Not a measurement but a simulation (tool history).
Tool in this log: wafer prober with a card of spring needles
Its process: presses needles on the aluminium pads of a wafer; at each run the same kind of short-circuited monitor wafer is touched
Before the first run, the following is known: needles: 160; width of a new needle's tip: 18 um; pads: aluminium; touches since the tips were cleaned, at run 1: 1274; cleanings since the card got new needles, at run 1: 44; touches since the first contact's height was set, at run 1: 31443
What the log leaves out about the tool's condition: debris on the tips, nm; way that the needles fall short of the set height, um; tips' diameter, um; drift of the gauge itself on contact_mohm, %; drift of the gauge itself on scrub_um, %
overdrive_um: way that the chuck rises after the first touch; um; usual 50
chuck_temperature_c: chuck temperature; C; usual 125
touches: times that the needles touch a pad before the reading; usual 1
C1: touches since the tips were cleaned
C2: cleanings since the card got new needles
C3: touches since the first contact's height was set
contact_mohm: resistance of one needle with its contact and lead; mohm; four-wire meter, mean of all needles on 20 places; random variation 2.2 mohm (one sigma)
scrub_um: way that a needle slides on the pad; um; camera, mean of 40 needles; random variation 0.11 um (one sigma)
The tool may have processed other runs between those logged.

run 1 hour=0.0 | overdrive_um=50 chuck_temperature_c=125 touches=1 | C1=1274 C2=44 C3=31443 | contact_mohm=262 scrub_um=10.65
-- hour=3.5 tips cleaned on abrasive film
-- hour=9.3 tips cleaned on abrasive film
run 2 hour=9.6 | overdrive_um=50 chuck_temperature_c=125 touches=1 | C1=195 C2=46 C3=37102 | contact_mohm=258 scrub_um=10.39
-- hour=14.6 tips cleaned on abrasive film
run 3 hour=18.0 | overdrive_um=39 chuck_temperature_c=125 touches=1 | C1=2082 C2=47 C3=42088 | contact_mohm=283 scrub_um=8.14
-- hour=20.6 tips cleaned on abrasive film
-- hour=26.7 tips cleaned on abrasive film
run 4 hour=31.2 | overdrive_um=39 chuck_temperature_c=125 touches=1 | C1=2687 C2=49 C3=49866 | contact_mohm=296 scrub_um=8.13
-- hour=32.5 tips cleaned on abrasive film
-- hour=38.7 tips cleaned on abrasive film
-- hour=44.6 tips cleaned on abrasive film
-- hour=50.5 tips cleaned on abrasive film
run 5 hour=51.5 | overdrive_um=39 chuck_temperature_c=125 touches=1 | C1=600 C2=53 C3=61819 | contact_mohm=277 scrub_um=8.10
-- hour=55.8 tips cleaned on abrasive film
-- hour=61.7 tips cleaned on abrasive film
run 6 hour=65.8 | overdrive_um=50 chuck_temperature_c=125 touches=2 | C1=2460 C2=55 C3=70301 | contact_mohm=266 scrub_um=10.40
-- hour=66.9 tips cleaned on abrasive film
-- hour=72.8 tips cleaned on abrasive film
-- hour=78.5 tips cleaned on abrasive film
run 7 hour=78.7 | overdrive_um=50 chuck_temperature_c=125 touches=2 | C1=141 C2=58 C3=77898 | contact_mohm=259 scrub_um=10.32
-- hour=83.9 tips cleaned on abrasive film
-- hour=89.3 tips cleaned on abrasive film
run 8 hour=92.3 | overdrive_um=50 chuck_temperature_c=125 touches=1 | C1=1770 C2=60 C3=85904 | contact_mohm=269 scrub_um=10.04
-- hour=94.5 tips cleaned on abrasive film
-- hour=100.5 tips cleaned on abrasive film
run 9 hour=103.4 | overdrive_um=50 chuck_temperature_c=125 touches=1 | C1=1763 C2=62 C3=92489 | contact_mohm=269 scrub_um=10.32
-- hour=106.0 tips cleaned on abrasive film
-- hour=111.8 tips cleaned on abrasive film
-- hour=117.9 tips cleaned on abrasive film
run 10 hour=120.2 | overdrive_um=50 chuck_temperature_c=125 touches=1 | C1=1355 C2=65 C3=102376 | contact_mohm=266 scrub_um=10.20
-- hour=124.1 tips cleaned on abrasive film
-- hour=130.3 tips cleaned on abrasive film
-- hour=136.0 tips cleaned on abrasive film
run 11 hour=140.6 | overdrive_um=50 chuck_temperature_c=27 touches=1 | C1=2766 C2=68 C3=114458 | contact_mohm=247 scrub_um=10.04
-- hour=142.0 tips cleaned on abrasive film
-- hour=147.6 tips cleaned on abrasive film
-- hour=147.9 height of the first contact set anew
-- hour=153.9 tips cleaned on abrasive film
run 12 hour=155.5 | overdrive_um=50 chuck_temperature_c=27 touches=1 | C1=977 C2=71 C3=4517 | contact_mohm=240 scrub_um=9.55
-- hour=160.1 tips cleaned on abrasive film
-- hour=165.6 tips cleaned on abrasive film
run 13 hour=166.7 | overdrive_um=50 chuck_temperature_c=27 touches=1 | C1=665 C2=73 C3=11096 | contact_mohm=242 scrub_um=9.50
-- hour=171.0 tips cleaned on abrasive film
-- hour=176.9 tips cleaned on abrasive film
run 14 hour=180.0 | overdrive_um=50 chuck_temperature_c=27 touches=1 | C1=1831 C2=75 C3=18975 | contact_mohm=247 scrub_um=9.31
-- hour=182.2 tips cleaned on abrasive film
-- hour=187.9 tips cleaned on abrasive film
-- hour=193.8 tips cleaned on abrasive film
-- hour=199.1 tips cleaned on abrasive film
run 15 hour=199.1 | overdrive_um=39 chuck_temperature_c=74 touches=3 | C1=0 C2=79 C3=30234 | contact_mohm=264 scrub_um=7.08
-- hour=204.8 tips cleaned on abrasive film
-- hour=210.1 tips cleaned on abrasive film
run 16 hour=210.1 | overdrive_um=36 chuck_temperature_c=125 touches=3 | C1=0 C2=81 C3=36716 | contact_mohm=282 scrub_um=6.16
-- hour=215.2 tips cleaned on abrasive film
-- hour=220.9 tips cleaned on abrasive film
-- hour=222.3 height of the first contact set anew, once more
-- hour=227.1 tips cleaned on abrasive film
run 17 hour=227.1 | overdrive_um=50 chuck_temperature_c=125 touches=2 | C1=0 C2=84 C3=2819 | contact_mohm=252 scrub_um=10.94
-- hour=232.4 tips cleaned on abrasive film
-- hour=237.6 tips cleaned on abrasive film
-- hour=242.9 tips cleaned on abrasive film
run 18 hour=242.9 | overdrive_um=43 chuck_temperature_c=125 touches=1 | C1=0 C2=87 C3=12167 | contact_mohm=263 scrub_um=9.10
-- hour=249.2 tips cleaned on abrasive film
-- hour=255.0 tips cleaned on abrasive film
run 19 hour=256.5 | overdrive_um=50 chuck_temperature_c=60 touches=1 | C1=920 C2=89 C3=20210 | contact_mohm=248 scrub_um=10.85
-- hour=261.2 tips cleaned on abrasive film
-- hour=267.3 tips cleaned on abrasive film
run 20 hour=268.6 | overdrive_um=50 chuck_temperature_c=60 touches=1 | C1=804 C2=91 C3=27366 | contact_mohm=249 scrub_um=10.57
-- hour=273.4 tips cleaned on abrasive film
-- hour=279.7 tips cleaned on abrasive film
run 21 hour=283.2 | overdrive_um=50 chuck_temperature_c=25 touches=1 | C1=2102 C2=93 C3=35995 | contact_mohm=245 scrub_um=10.46
-- hour=285.5 tips cleaned on abrasive film
-- hour=291.4 tips cleaned on abrasive film
run 22 hour=292.0 | overdrive_um=53 chuck_temperature_c=40 touches=1 | C1=325 C2=95 C3=41143 | contact_mohm=233 scrub_um=11.11
-- hour=296.7 tips cleaned on abrasive film
-- hour=302.0 tips cleaned on abrasive film
run 23 hour=305.2 | overdrive_um=50 chuck_temperature_c=39 touches=2 | C1=1928 C2=97 C3=48975 | contact_mohm=244 scrub_um=10.56
-- hour=307.8 tips cleaned on abrasive film
-- hour=313.1 tips cleaned on abrasive film
run 24 hour=314.6 | overdrive_um=52 chuck_temperature_c=27 touches=2 | C1=878 C2=99 C3=54481 | contact_mohm=233 scrub_um=10.89
-- hour=319.4 tips cleaned on abrasive film
-- hour=324.6 tips cleaned on abrasive film
-- hour=330.1 tips cleaned on abrasive film
run 25 hour=331.6 | overdrive_um=57 chuck_temperature_c=29 touches=1 | C1=879 C2=102 C3=64512 | contact_mohm=234 scrub_um=12.02
-- hour=335.5 tips cleaned on abrasive film
-- hour=340.8 tips cleaned on abrasive film
run 26 hour=345.4 | overdrive_um=57 chuck_temperature_c=29 touches=1 | C1=2739 C2=104 C3=72677 | contact_mohm=242 scrub_um=11.73
-- hour=346.7 tips cleaned on abrasive film
-- hour=353.0 tips cleaned on abrasive film
-- hour=359.3 tips cleaned on abrasive film
-- hour=365.0 tips cleaned on abrasive film
run 27 hour=365.3 | overdrive_um=34 chuck_temperature_c=56 touches=2 | C1=184 C2=108 C3=84398 | contact_mohm=262 scrub_um=6.78
-- hour=370.3 tips cleaned on abrasive film
-- hour=376.0 tips cleaned on abrasive film
-- hour=381.1 tips cleaned on abrasive film
run 28 hour=381.1 | overdrive_um=39 chuck_temperature_c=27 touches=1 | C1=38 C2=111 C3=93733 | contact_mohm=245 scrub_um=7.87

3 ways to go on from here, each from the tool as it stands after run 28. What would each give?
-- hour=386.8 tips cleaned on abrasive film
-- hour=392.1 tips cleaned on abrasive film
-- hour=397.3 tips cleaned on abrasive film
run A hour=400.9 | overdrive_um=50 chuck_temperature_c=125 touches=2 | C1=2184 C2=114 C3=105439 | contact_mohm=? scrub_um=?
-- hour=386.8 tips cleaned on abrasive film
-- hour=392.1 tips cleaned on abrasive film
-- hour=397.3 tips cleaned on abrasive film
run B hour=400.9 | overdrive_um=50 chuck_temperature_c=27 touches=1 | C1=2184 C2=114 C3=105439 | contact_mohm=? scrub_um=?
-- hour=386.8 tips cleaned on abrasive film
-- hour=392.1 tips cleaned on abrasive film
-- hour=397.3 tips cleaned on abrasive film
run C hour=400.9 | overdrive_um=65 chuck_temperature_c=27 touches=2 | C1=2184 C2=114 C3=105439 | contact_mohm=? scrub_um=?

run=A contact_mohm=272 scrub_um=10.20
run=B contact_mohm=251 scrub_um=10.33
run=C contact_mohm=227 scrub_um=13.53
Take away the tool's hidden state, keep each run's random variation, and the runs would have read:
run=A contact_mohm=252 scrub_um=10.84
run=B contact_mohm=224 scrub_um=10.98
run=C contact_mohm=215 scrub_um=14.18
